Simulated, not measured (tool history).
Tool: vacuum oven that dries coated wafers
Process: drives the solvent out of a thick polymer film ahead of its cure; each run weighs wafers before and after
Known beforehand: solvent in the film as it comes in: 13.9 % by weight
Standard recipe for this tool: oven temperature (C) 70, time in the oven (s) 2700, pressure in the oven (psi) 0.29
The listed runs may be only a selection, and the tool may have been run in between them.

Run 1, hour 0: usual settings. Result: solvent left in the film (%) 4.36.
Run 2, hour 34.3: usual settings. Result: solvent left in the film (%) 4.22.
Run 3, hour 86: usual settings but pressure in the oven (psi) 0.745. Result: solvent left in the film (%) 6.21.
Run 4, hour 151.4: usual settings. Result: solvent left in the film (%) 4.36.
Run 5, hour 216.4: usual settings. Result: solvent left in the film (%) 4.4.
Run 6, hour 267.8: usual settings but pressure in the oven (psi) 0.525. Result: solvent left in the film (%) 5.21.
Run 7, hour 313.6: usual settings but pressure in the oven (psi) 0.525. Result: solvent left in the film (%) 5.44.
Run 8, hour 349.5: usual settings but time in the oven (s) 3600, pressure in the oven (psi) 0.525. Result: solvent left in the film (%) 4.4.
Run 9, hour 410.9: usual settings but time in the oven (s) 2280, pressure in the oven (psi) 0.525. Result: solvent left in the film (%) 5.99.
Run 10, hour 464.6: usual settings but pressure in the oven (psi) 0.431. Result: solvent left in the film (%) 5.01.
Run 11, hour 513.2: usual settings but pressure in the oven (psi) 0.431. Result: solvent left in the film (%) 5.04.
Run 12, hour 566.2: usual settings but pressure in the oven (psi) 0.431. Result: solvent left in the film (%) 5.03.
Run 13, hour 602.8: usual settings. Result: solvent left in the film (%) 4.43.
Run 14, hour 662.3: usual settings. Result: solvent left in the film (%) 4.54.
Run 15, hour 709.6: usual settings. Result: solvent left in the film (%) 4.55.
Run 16, hour 753.3: usual settings. Result: solvent left in the film (%) 4.41.
Run 17, hour 821.7: usual settings but oven temperature (C) 85. Result: solvent left in the film (%) 1.05.
At hour 838.3: oven's thermocouples calibrated.
Run 18, hour 890.1: usual settings but oven temperature (C) 85. Result: solvent left in the film (%) 1.18.
Run 19, hour 932: usual settings but oven temperature (C) 85, time in the oven (s) 1620. Result: solvent left in the film (%) 1.88.
Run 20, hour 988.2: usual settings but time in the oven (s) 3540, pressure in the oven (psi) 0.432. Result: solvent left in the film (%) 4.47.
Run 21, hour 1022.6: usual settings but time in the oven (s) 3540, pressure in the oven (psi) 0.432. Result: solvent left in the film (%) 4.4.
Run 22, hour 1069.6: usual settings but oven temperature (C) 55, time in the oven (s) 1380, pressure in the oven (psi) 0.315. Result: solvent left in the film (%) 10.93.
Run 23, hour 1138: usual settings but oven temperature (C) 68, time in the oven (s) 4620, pressure in the oven (psi) 0.168. Result: solvent left in the film (%) 3.01.
Run 24, hour 1200.7: usual settings but oven temperature (C) 68, time in the oven (s) 4620, pressure in the oven (psi) 0.168. Result: solvent left in the film (%) 3.03.
Run 25, hour 1249.7: usual settings but oven temperature (C) 63, time in the oven (s) 3240, pressure in the oven (psi) 0.574. Result: solvent left in the film (%) 8.12.
Run 26, hour 1309.1: usual settings but oven temperature (C) 63, time in the oven (s) 3240, pressure in the oven (psi) 0.574. Result: solvent left in the film (%) 7.98.
Run 27, hour 1346.3: usual settings but oven temperature (C) 63, time in the oven (s) 3240, pressure in the oven (psi) 0.574. Result: solvent left in the film (%) 7.96.
Run 28, hour 1394.5: usual settings but oven temperature (C) 63, time in the oven (s) 3240, pressure in the oven (psi) 0.574. Result: solvent left in the film (%) 8.
Run 29, hour 1454.4: usual settings but oven temperature (C) 63, time in the oven (s) 3240, pressure in the oven (psi) 0.574. Result: solvent left in the film (%) 8.01.
Run 30, hour 1487.5: usual settings but oven temperature (C) 63, time in the oven (s) 3240, pressure in the oven (psi) 0.574. Result: solvent left in the film (%) 8.
Run 31, hour 1554.4: usual settings but oven temperature (C) 74, time in the oven (s) 2280, pressure in the oven (psi) 0.234. Result: solvent left in the film (%) 3.84.
Run 32, hour 1605.8: usual settings but time in the oven (s) 1800, pressure in the oven (psi) 0.96. Result: solvent left in the film (%) 8.59.
Run 33, hour 1647.6: usual settings but time in the oven (s) 1800, pressure in the oven (psi) 0.96. Result: solvent left in the film (%) 8.5.
Run 34, hour 1679: usual settings but time in the oven (s) 1800, pressure in the oven (psi) 0.96. Result: solvent left in the film (%) 8.7.
Run 35, hour 1716.4: usual settings but oven temperature (C) 80, time in the oven (s) 2100, pressure in the oven (psi) 0.205. Result: solvent left in the film (%) 2.22.
Run 36, hour 1768.8: usual settings but oven temperature (C) 74, time in the oven (s) 4740, pressure in the oven (psi) 0.68. Result: solvent left in the film (%) 3.94.
Run 37, hour 1803.9: usual settings but time in the oven (s) 4320, pressure in the oven (psi) 0.519. Result: solvent left in the film (%) 4.44.
Run 38, hour 1833.3: usual settings but time in the oven (s) 3360, pressure in the oven (psi) 0.167. Result: solvent left in the film (%) 3.71.

Below are 4 alternative next runs, each starting from the tool's condition after run 38. Predict each:
Run A, hour 1866.9: usual settings but time in the oven (s) 2160, pressure in the oven (psi) 0.972. Result: solvent left in the film (%) ?.
Run B, hour 1866.9: usual settings but oven temperature (C) 74, time in the oven (s) 1680, pressure in the oven (psi) 0.167. Result: solvent left in the film (%) ?.
Run C, hour 1866.9: usual settings but oven temperature (C) 78, time in the oven (s) 3180, pressure in the oven (psi) 0.644. Result: solvent left in the film (%) ?.
Run D, hour 1866.9: usual settings but oven temperature (C) 71, time in the oven (s) 1620, pressure in the oven (psi) 0.471. Result: solvent left in the film (%) ?.

run  solvent left in the film (%)
  A                          8.41
  B                          4.78
  C                          3.31
  D                          6.97
Had the tool no hidden state, the same runs would have come out as:
run  solvent left in the film (%)
  A                          7.78
  B                          4.22
  C                          2.86
  D                          6.41
